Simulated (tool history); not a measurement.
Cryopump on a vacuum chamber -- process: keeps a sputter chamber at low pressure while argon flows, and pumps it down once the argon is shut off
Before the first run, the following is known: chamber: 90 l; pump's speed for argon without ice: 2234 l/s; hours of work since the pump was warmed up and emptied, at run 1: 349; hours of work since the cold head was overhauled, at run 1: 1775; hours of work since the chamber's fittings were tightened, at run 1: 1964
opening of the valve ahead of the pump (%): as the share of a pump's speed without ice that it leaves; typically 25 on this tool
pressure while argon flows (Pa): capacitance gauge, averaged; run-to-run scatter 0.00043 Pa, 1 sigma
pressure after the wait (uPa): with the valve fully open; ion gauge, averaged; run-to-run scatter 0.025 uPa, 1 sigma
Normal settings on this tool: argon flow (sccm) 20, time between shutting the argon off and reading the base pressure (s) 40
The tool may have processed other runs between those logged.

run	hour	argon flow (sccm)	time between shutting the argon off and reading the base pressure (s)	opening of the valve ahead of the pump (%)	hours of work since the pump was warmed up and emptied	hours of work since the cold head was overhauled	hours of work since the chamber's fittings were tightened	pressure while argon flows (Pa)	pressure after the wait (uPa)
1	0	20	40	25	349	1775	1964	0.0636	2.29
2	52.3	20	40	27	386	1812	2001	0.0589	2.4
3	129.9	20	40	27	441	1866	2056	0.0605	2.41
4	186.5	20	40	27	481	1906	2096	0.0609	2.59
5	236.7	20	40	27	516	1942	2131	0.0618	2.58
6	324	20	40	27	578	2003	2192	0.0618	2.74
7	371.5	20	40	27	611	2037	2226	0.0627	2.81
# hour 462.3: pump warmed up, emptied and cooled again
8	464	20	40	27	1	2098	2287	0.0569	2.26
9	552.1	20	40	27	63	2160	2350	0.0574	2.35
10	596.7	20	40	27	95	2192	2381	0.0572	2.28
11	673.3	20	40	27	149	2246	2435	0.0585	2.44
12	763.7	20	40	27	212	2309	2499	0.0588	2.49
# hour 811.6: leaking fittings of the chamber tightened, without venting
13	820.1	20	79	25	251	2348	6	0.0635	0.62
14	901.4	10	40	25	308	2405	63	0.0319	1.04
15	990.9	20	76	25	371	2468	126	0.0637	0.72
16	1057.9	20	76	25	418	2515	173	0.065	0.73
17	1145.7	20	76	25	480	2577	235	0.0654	0.76
18	1194.7	20	81	29	514	2611	270	0.0577	0.77
19	1245.8	20	81	29	550	2647	306	0.0583	0.83
20	1310.6	20	81	29	596	2693	351	0.0587	0.88
21	1378.4	25	39	36	644	2741	399	0.0617	1.37
# hour 1419.7: pump warmed up, emptied and cooled again
22	1443.4	25	134	36	17	2783	441	0.0538	0.63
23	1532.6	28	50	25	80	2846	504	0.0865	1.11
24	1615.1	20	36	25	138	2904	562	0.0627	1.4
25	1665.8	20	36	25	173	2940	598	0.0622	1.46
26	1729.4	20	36	25	218	2985	643	0.0633	1.5
27	1798.2	20	36	25	267	3033	691	0.063	1.54
28	1840.5	10	35	27	296	3063	721	0.0299	1.59
29	1888.7	10	35	27	330	3097	755	0.0302	1.7
30	1969.8	10	35	27	387	3154	812	0.0298	1.7
31	2039	8	32	48	436	3203	861	0.014	1.8
32	2112.8	20	40	58	488	3255	913	0.0315	1.63
33	2207.7	20	40	58	555	3321	980	0.0323	1.78
34	2295.9	25	21	58	617	3384	1042	0.0407	2.54

Some steps in pressure while argon flows (Pa), run to run, broken into two amounts with sign: the step expected even without the hidden condition (settings, incoming material, random variation), and the rest, left for the hidden condition together with whatever gauge scatter is not in both the measured and the hidden-condition-free result:
Unlogged tool condition in this case: pump's speed, % of a pump's without ice; cold plate's temperature, K; leak into the chamber, uPa l/s; drift of the gauge itself on working_pa, %; drift of the gauge itself on base_upa, %.
Run 7 -> 8: pump warmed up, emptied and cooled again. pressure while argon flows (Pa) -0.0058: hidden state -0.0059, all else +0.0001.
Run 14 -> 15: argon flow (sccm) 10 -> 20, time between shutting the argon off and reading the base pressure (s) 40 -> 76. pressure while argon flows (Pa) +0.0318: hidden state +0.0023, all else +0.0295.
Run 21 -> 22: time between shutting the argon off and reading the base pressure (s) 39 -> 134, pump warmed up, emptied and cooled again. pressure while argon flows (Pa) -0.0079: hidden state -0.0079, all else +0.
Run 22 -> 23: argon flow (sccm) 25 -> 28, time between shutting the argon off and reading the base pressure (s) 134 -> 50, opening of the valve ahead of the pump (%) 36 -> 25. pressure while argon flows (Pa) +0.0327: hidden state +0.0008, all else +0.0319.
Run 27 -> 28: argon flow (sccm) 20 -> 10, time between shutting the argon off and reading the base pressure (s) 36 -> 35, opening of the valve ahead of the pump (%) 25 -> 27. pressure while argon flows (Pa) -0.0331: hidden state -0.0013, all else -0.0318.
Run 31 -> 32: argon flow (sccm) 8 -> 20, time between shutting the argon off and reading the base pressure (s) 32 -> 40, opening of the valve ahead of the pump (%) 48 -> 58. pressure while argon flows (Pa) +0.0175: hidden state +0.0034, all else +0.0141.
